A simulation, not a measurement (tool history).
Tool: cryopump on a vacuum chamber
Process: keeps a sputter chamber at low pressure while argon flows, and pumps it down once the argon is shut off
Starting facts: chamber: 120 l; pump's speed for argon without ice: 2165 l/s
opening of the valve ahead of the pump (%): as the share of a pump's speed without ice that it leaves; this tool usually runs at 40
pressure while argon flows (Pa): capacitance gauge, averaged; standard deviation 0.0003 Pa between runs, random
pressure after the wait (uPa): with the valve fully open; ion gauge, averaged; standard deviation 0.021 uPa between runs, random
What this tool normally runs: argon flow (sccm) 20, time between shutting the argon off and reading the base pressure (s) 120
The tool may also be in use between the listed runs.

| run | hour | argon flow (sccm) | time between shutting the argon off and reading the base pressure (s) | opening of the valve ahead of the pump (%) | pressure while argon flows (Pa) | pressure after the wait (uPa) |
|---|---|---|---|---|---|---|
| 1 | 0 | 20 | 120 | 40 | 0.0397 | 1.05 |
| 2 | 24.4 | 20 | 120 | 40 | 0.0401 | 1.13 |
| 3 | 65.6 | 20 | 120 | 40 | 0.0405 | 1.15 |
| 4 | 106.9 | 20 | 120 | 40 | 0.0408 | 1.15 |
| 5 | 142.3 | 20 | 120 | 40 | 0.0402 | 1.21 |
| 6 | 191.2 | 20 | 120 | 40 | 0.0407 | 1.17 |
| 7 | 235.8 | 20 | 120 | 40 | 0.0408 | 1.26 |
| 8 | 282.4 | 20 | 120 | 40 | 0.0415 | 1.25 |
| 9 | 326.7 | 20 | 120 | 40 | 0.041 | 1.27 |
| 10 | 369.8 | 18 | 120 | 40 | 0.0379 | 1.3 |
| 11 | 391.1 | 18 | 120 | 40 | 0.0376 | 1.33 |
| 12 | 435.4 | 18 | 120 | 40 | 0.0375 | 1.37 |
| 13 | 461.2 | 20 | 120 | 40 | 0.0421 | 1.4 |
| 14 | 508.6 | 9 | 120 | 40 | 0.0192 | 1.37 |
| 15 | 545 | 16 | 120 | 40 | 0.0339 | 1.47 |
|  | 578 | pump warmed up, emptied and cooled again |
| 16 | 593.9 | 16 | 120 | 40 | 0.0316 | 1.27 |
| 17 | 636 | 16 | 47 | 40 | 0.0317 | 1.76 |
| 18 | 664.9 | 16 | 47 | 40 | 0.0316 | 1.68 |

Forecast run 19:
| 19 | 704.2 | 14 | 213 | 17 | ? | ? |

{"run 19": {"pressure while argon flows (Pa)": 0.0648, "pressure after the wait (uPa)": 1.26}}
The same run, on a tool lacking any hidden state, would have yielded pressure while argon flows (Pa) 0.0643, pressure after the wait (uPa) 0.33.
